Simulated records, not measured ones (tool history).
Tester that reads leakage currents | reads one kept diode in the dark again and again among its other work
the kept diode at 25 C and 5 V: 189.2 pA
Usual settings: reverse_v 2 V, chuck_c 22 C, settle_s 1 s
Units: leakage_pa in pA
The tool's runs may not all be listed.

run 1 hour=0 | reverse_v=2 chuck_c=22 settle_s=1 | leakage_pa=96.51
run 2 hour=95 | reverse_v=2 chuck_c=22 settle_s=1 | leakage_pa=96.22
run 3 hour=169 | reverse_v=2 chuck_c=22 settle_s=1 | leakage_pa=95.79
run 4 hour=299.4 | reverse_v=2 chuck_c=22 settle_s=0.42 | leakage_pa=93.54
run 5 hour=407 | reverse_v=2 chuck_c=22 settle_s=0.42 | leakage_pa=92.93
run 6 hour=531.5 | reverse_v=2 chuck_c=22 settle_s=2.17 | leakage_pa=93.05
run 7 hour=617.3 | reverse_v=5.07 chuck_c=22 settle_s=2.17 | leakage_pa=144.08
run 8 hour=717.7 | reverse_v=2 chuck_c=22 settle_s=0.4 | leakage_pa=92.83
run 9 hour=794.8 | reverse_v=2 chuck_c=22 settle_s=0.4 | leakage_pa=92.74
run 10 hour=879.7 | reverse_v=2 chuck_c=22 settle_s=0.4 | leakage_pa=92.91
run 11 hour=973.7 | reverse_v=2 chuck_c=22 settle_s=1 | leakage_pa=92.1
run 12 hour=1071.3 | reverse_v=2 chuck_c=22 settle_s=1 | leakage_pa=92.18
run 13 hour=1151 | reverse_v=2 chuck_c=22 settle_s=1 | leakage_pa=91.72
run 14 hour=1245.3 | reverse_v=2 chuck_c=22 settle_s=1 | leakage_pa=91.38
run 15 hour=1322.7 | reverse_v=2 chuck_c=22 settle_s=1 | leakage_pa=91.55
run 16 hour=1444.9 | reverse_v=2 chuck_c=22 settle_s=6.36 | leakage_pa=91.28
run 17 hour=1552.2 | reverse_v=2 chuck_c=22 settle_s=6.36 | leakage_pa=90.68
run 18 hour=1624.5 | reverse_v=2 chuck_c=22 settle_s=6.36 | leakage_pa=90.73
run 19 hour=1691.6 | reverse_v=2 chuck_c=22 settle_s=1 | leakage_pa=90.75
run 20 hour=1792.8 | reverse_v=2 chuck_c=22 settle_s=1 | leakage_pa=90.87
run 21 hour=1866.4 | reverse_v=1.54 chuck_c=57 settle_s=2.06 | leakage_pa=1398.55
run 22 hour=1935.6 | reverse_v=2 chuck_c=42 settle_s=0.83 | leakage_pa=503.12
run 23 hour=2048.9 | reverse_v=2 chuck_c=29 settle_s=0.75 | leakage_pa=167.89
run 24 hour=2105 | reverse_v=6.77 chuck_c=22 settle_s=0.75 | leakage_pa=162.4
run 25 hour=2185.7 | reverse_v=6.77 chuck_c=22 settle_s=0.75 | leakage_pa=163.02
run 26 hour=2261.5 | reverse_v=2 chuck_c=43 settle_s=1.93 | leakage_pa=539.62
run 27 hour=2315 | reverse_v=2 chuck_c=43 settle_s=1.93 | leakage_pa=541.79
run 28 hour=2375.8 | reverse_v=8.96 chuck_c=22 settle_s=0.33 | leakage_pa=188.95
run 29 hour=2453.1 | reverse_v=2.25 chuck_c=22 settle_s=0.5 | leakage_pa=95.29
run 30 hour=2526.3 | reverse_v=2.25 chuck_c=22 settle_s=0.5 | leakage_pa=100.38
run 31 hour=2640 | reverse_v=2 chuck_c=22 settle_s=1.14 | leakage_pa=94.47
run 32 hour=2748.8 | reverse_v=15.42 chuck_c=22 settle_s=2.94 | leakage_pa=253.76
run 33 hour=2802.5 | reverse_v=7.44 chuck_c=22 settle_s=2.94 | leakage_pa=177.1
run 34 hour=2925.6 | reverse_v=2.08 chuck_c=59 settle_s=1 | leakage_pa=1895.51
run 35 hour=3048.1 | reverse_v=2.08 chuck_c=42 settle_s=0.8 | leakage_pa=519.07
run 36 hour=3141.3 | reverse_v=1.84 chuck_c=38 settle_s=0.8 | leakage_pa=353.81
run 37 hour=3251.7 | reverse_v=2.44 chuck_c=36 settle_s=0.37 | leakage_pa=340.46
run 38 hour=3328 | reverse_v=2 chuck_c=22 settle_s=0.54 | leakage_pa=92.61
run 39 hour=3387.4 | reverse_v=2.87 chuck_c=34 settle_s=4.22 | leakage_pa=308.73

Taken out of this log: 3 entries between the listed runs. Where each belongs, and how the hidden state differs across it:
Between runs 3 and 4: probe card cleaned and baked (hour 190.5)
  stray current of the dirty probe card, pA a volt: 1.125 -> 0.043; current scale over the true one, %: 0.51 -> 0.53; true chuck temperature over the reading, C: -0.08 -> -0.12
  measured less the result without the state, leakage_pa: +1.99 -> -0.46 pA
Between runs 29 and 30: chuck's temperature calibrated (hour 2523.7)
  stray current of the dirty probe card, pA a volt: 0.557 -> 0.575; current scale over the true one, %: 0.88 -> 0.89; true chuck temperature over the reading, C: -0.69 -> -0.17
  measured less the result without the state, leakage_pa: -4.03 -> +0.58 pA
Between runs 34 and 35: tester calibrated (hour 3014.1)
  stray current of the dirty probe card, pA a volt: 0.673 -> 0.701; current scale over the true one, %: 0.96 -> 0; true chuck temperature over the reading, C: -0.28 -> -0.31
  measured less the result without the state, leakage_pa: -19.5 -> -11.84 pA

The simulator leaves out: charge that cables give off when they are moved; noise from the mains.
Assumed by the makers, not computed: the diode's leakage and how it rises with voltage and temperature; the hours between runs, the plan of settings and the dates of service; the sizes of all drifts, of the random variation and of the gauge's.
